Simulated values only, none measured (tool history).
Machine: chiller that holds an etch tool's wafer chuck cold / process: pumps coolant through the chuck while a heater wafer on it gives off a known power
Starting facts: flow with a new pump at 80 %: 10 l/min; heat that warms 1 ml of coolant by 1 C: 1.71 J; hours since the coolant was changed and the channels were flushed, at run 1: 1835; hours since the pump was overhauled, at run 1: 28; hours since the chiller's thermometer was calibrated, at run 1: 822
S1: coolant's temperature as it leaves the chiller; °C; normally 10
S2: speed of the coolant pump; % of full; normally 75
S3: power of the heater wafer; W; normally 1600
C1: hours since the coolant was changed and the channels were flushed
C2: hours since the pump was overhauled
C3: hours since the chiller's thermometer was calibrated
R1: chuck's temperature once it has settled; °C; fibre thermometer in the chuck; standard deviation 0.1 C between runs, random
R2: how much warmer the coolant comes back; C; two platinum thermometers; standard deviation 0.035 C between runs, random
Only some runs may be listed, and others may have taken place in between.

{"run": 1, "hour": 0.0, "S1": 10, "S2": 75, "S3": 1600, "C1": 1835, "C2": 28, "C3": 822, "R1": 23.8, "R2": 5.93}
{"run": 2, "hour": 20.2, "S1": 10, "S2": 75, "S3": 1600, "C1": 1855, "C2": 48, "C3": 842, "R1": 24.1, "R2": 6}
{"run": 3, "hour": 49.1, "S1": 10, "S2": 75, "S3": 1600, "C1": 1884, "C2": 77, "C3": 871, "R1": 24, "R2": 5.97}
{"run": 4, "hour": 68.8, "S1": 10, "S2": 75, "S3": 1600, "C1": 1904, "C2": 97, "C3": 891, "R1": 23.8, "R2": 5.93}
{"run": 5, "hour": 94.1, "S1": 10, "S2": 75, "S3": 1600, "C1": 1929, "C2": 122, "C3": 916, "R1": 24.2, "R2": 5.93}
{"run": 6, "hour": 122.4, "S1": 10, "S2": 75, "S3": 1600, "C1": 1958, "C2": 150, "C3": 945, "R1": 24.1, "R2": 5.92}
{"run": 7, "hour": 143.8, "S1": 10, "S2": 73, "S3": 1600, "C1": 1979, "C2": 172, "C3": 966, "R1": 24.3, "R2": 6.11}
{"run": 8, "hour": 179.9, "S1": 10, "S2": 73, "S3": 1600, "C1": 2015, "C2": 208, "C3": 1002, "R1": 24.3, "R2": 6.07}
{"run": 9, "hour": 212.4, "S1": 10, "S2": 73, "S3": 1600, "C1": 2048, "C2": 240, "C3": 1035, "R1": 24.1, "R2": 6.17}
{"run": 10, "hour": 244.7, "S1": 10, "S2": 73, "S3": 1600, "C1": 2080, "C2": 273, "C3": 1067, "R1": 24.4, "R2": 6.11}
{"run": 11, "hour": 276.7, "S1": 10, "S2": 73, "S3": 1600, "C1": 2112, "C2": 305, "C3": 1099, "R1": 24.3, "R2": 6.14}
{"run": 12, "hour": 308.2, "S1": 10, "S2": 73, "S3": 1600, "C1": 2143, "C2": 336, "C3": 1130, "R1": 24.1, "R2": 6.17}
{"run": 13, "hour": 326.8, "S1": 20, "S2": 80, "S3": 1769, "C1": 2162, "C2": 355, "C3": 1149, "R1": 34.7, "R2": 6.25}
{"run": 14, "hour": 352.5, "S1": 10, "S2": 99, "S3": 1769, "C1": 2188, "C2": 380, "C3": 1175, "R1": 23.1, "R2": 5}
{"run": 15, "hour": 373.9, "S1": 10, "S2": 75, "S3": 1769, "C1": 2209, "C2": 402, "C3": 1196, "R1": 25.5, "R2": 6.59}
{"run": 16, "hour": 406.6, "S1": 10, "S2": 75, "S3": 1769, "C1": 2242, "C2": 434, "C3": 1229, "R1": 25.8, "R2": 6.57}
{"run": 17, "hour": 428.7, "S1": 14, "S2": 98, "S3": 900, "C1": 2264, "C2": 457, "C3": 1251, "R1": 20.7, "R2": 2.58}
{"run": 18, "hour": 445.4, "S1": 10, "S2": 87, "S3": 1600, "C1": 2281, "C2": 473, "C3": 1268, "R1": 22.9, "R2": 5.09}
{"run": 19, "hour": 477.3, "S1": 4, "S2": 62, "S3": 2145, "C1": 2313, "C2": 505, "C3": 1299, "R1": 25.5, "R2": 9.69}
{"run": 20, "hour": 503.3, "S1": 18, "S2": 67, "S3": 1333, "C1": 2339, "C2": 531, "C3": 1325, "R1": 30.8, "R2": 5.64}
{"run": 21, "hour": 536.3, "S1": 17, "S2": 73, "S3": 996, "C1": 2372, "C2": 564, "C3": 1358, "R1": 25.9, "R2": 3.81}
{"run": 22, "hour": 572.2, "S1": 17, "S2": 73, "S3": 996, "C1": 2407, "C2": 600, "C3": 1394, "R1": 26, "R2": 3.86}
{"run": 23, "hour": 607.5, "S1": 12, "S2": 62, "S3": 1530, "C1": 2443, "C2": 635, "C3": 1430, "R1": 27.3, "R2": 6.94}

A few steps of R1 between consecutive runs. Split each: what settings, incoming material and random variation would produce without the hidden state, and what is left over for the hidden state, along with gauge scatter present in only one of the two compared results (measured, and without hidden state):
Hidden state present: heat passed by the chuck's channels, % of clean ones'; flow at a given pump speed, % of a new pump's; coolant's true temperature over the reading, C; drift of the gauge itself on chuck_c, C; drift of the gauge itself on warmer_back_c, C.
Run 12 -> 13: S1 10 -> 20, S2 73 -> 80, S3 1600 -> 1769. R1 +10.6 °C: hidden state +0, all else +10.6.
Run 13 -> 14: S1 20 -> 10, S2 80 -> 99. R1 -11.6 °C: hidden state +0, all else -11.6.
Run 16 -> 17: S1 10 -> 14, S2 75 -> 98, S3 1769 -> 900. R1 -5.1 °C: hidden state -0.2, all else -4.9.
Run 18 -> 19: S1 10 -> 4, S2 87 -> 62, S3 1600 -> 2145. R1 +2.6 °C: hidden state +0.2, all else +2.4.

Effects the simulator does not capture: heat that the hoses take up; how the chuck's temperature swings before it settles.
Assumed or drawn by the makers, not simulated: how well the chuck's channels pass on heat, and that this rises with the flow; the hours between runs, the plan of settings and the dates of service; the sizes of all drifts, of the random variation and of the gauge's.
